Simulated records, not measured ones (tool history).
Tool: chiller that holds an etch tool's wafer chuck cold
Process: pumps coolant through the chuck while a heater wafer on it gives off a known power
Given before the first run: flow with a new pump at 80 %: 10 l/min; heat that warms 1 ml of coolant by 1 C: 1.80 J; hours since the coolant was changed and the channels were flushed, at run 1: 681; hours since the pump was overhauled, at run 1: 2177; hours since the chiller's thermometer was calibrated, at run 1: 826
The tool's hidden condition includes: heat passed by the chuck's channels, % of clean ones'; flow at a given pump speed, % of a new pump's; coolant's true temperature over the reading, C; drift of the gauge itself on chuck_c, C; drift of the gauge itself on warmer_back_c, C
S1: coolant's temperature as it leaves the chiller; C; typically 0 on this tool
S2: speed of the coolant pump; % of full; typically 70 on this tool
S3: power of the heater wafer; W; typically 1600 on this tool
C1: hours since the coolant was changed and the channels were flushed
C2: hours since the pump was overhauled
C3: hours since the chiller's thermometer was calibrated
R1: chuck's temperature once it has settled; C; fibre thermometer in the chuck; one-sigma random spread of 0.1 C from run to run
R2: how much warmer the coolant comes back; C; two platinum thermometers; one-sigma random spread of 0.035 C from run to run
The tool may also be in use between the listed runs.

run 1 hour=0.0 | S1=0 S2=70 S3=1600 | C1=681 C2=2177 C3=826 | R1=15.5 R2=6.42
run 2 hour=77.2 | S1=0 S2=70 S3=1600 | C1=758 C2=2254 C3=903 | R1=15.6 R2=6.47
run 3 hour=125.2 | S1=0 S2=70 S3=1600 | C1=806 C2=2302 C3=951 | R1=15.4 R2=6.50
run 4 hour=233.5 | S1=-3 S2=70 S3=1600 | C1=915 C2=2410 C3=1060 | R1=12.7 R2=6.43
run 5 hour=345.3 | S1=-3 S2=70 S3=1600 | C1=1026 C2=2522 C3=1171 | R1=12.6 R2=6.48
run 6 hour=394.8 | S1=-3 S2=70 S3=1600 | C1=1076 C2=2571 C3=1221 | R1=12.6 R2=6.45
run 7 hour=467.2 | S1=-3 S2=70 S3=1600 | C1=1148 C2=2644 C3=1293 | R1=12.8 R2=6.47
run 8 hour=534.0 | S1=-3 S2=70 S3=1600 | C1=1215 C2=2711 C3=1360 | R1=12.8 R2=6.58
run 9 hour=594.6 | S1=-3 S2=70 S3=1600 | C1=1276 C2=2771 C3=1421 | R1=13.0 R2=6.51
run 10 hour=675.8 | S1=-3 S2=70 S3=1600 | C1=1357 C2=2853 C3=1502 | R1=12.7 R2=6.44
run 11 hour=784.7 | S1=-3 S2=78 S3=1600 | C1=1466 C2=2961 C3=1611 | R1=11.5 R2=5.85
run 12 hour=876.8 | S1=-3 S2=78 S3=1600 | C1=1558 C2=3053 C3=1703 | R1=11.6 R2=5.81

Alternative continuations, all from the tool just after run 12; predict every row:
run A hour=954.0 | S1=7 S2=91 S3=2265 | C1=1635 C2=3131 C3=1780 | R1=? R2=?
run B hour=954.0 | S1=-8 S2=85 S3=1600 | C1=1635 C2=3131 C3=1780 | R1=? R2=?
run C hour=954.0 | S1=0 S2=64 S3=1600 | C1=1635 C2=3131 C3=1780 | R1=? R2=?

run=A R1=25.0 R2=7.03
run=B R1=5.4 R2=5.37
run=C R1=17.2 R2=7.14
The same runs, with their run-to-run variation unchanged, on a tool lacking any hidden condition would have given:
run=A R1=23.5 R2=6.58
run=B R1=4.3 R2=5.03
run=C R1=15.7 R2=6.69
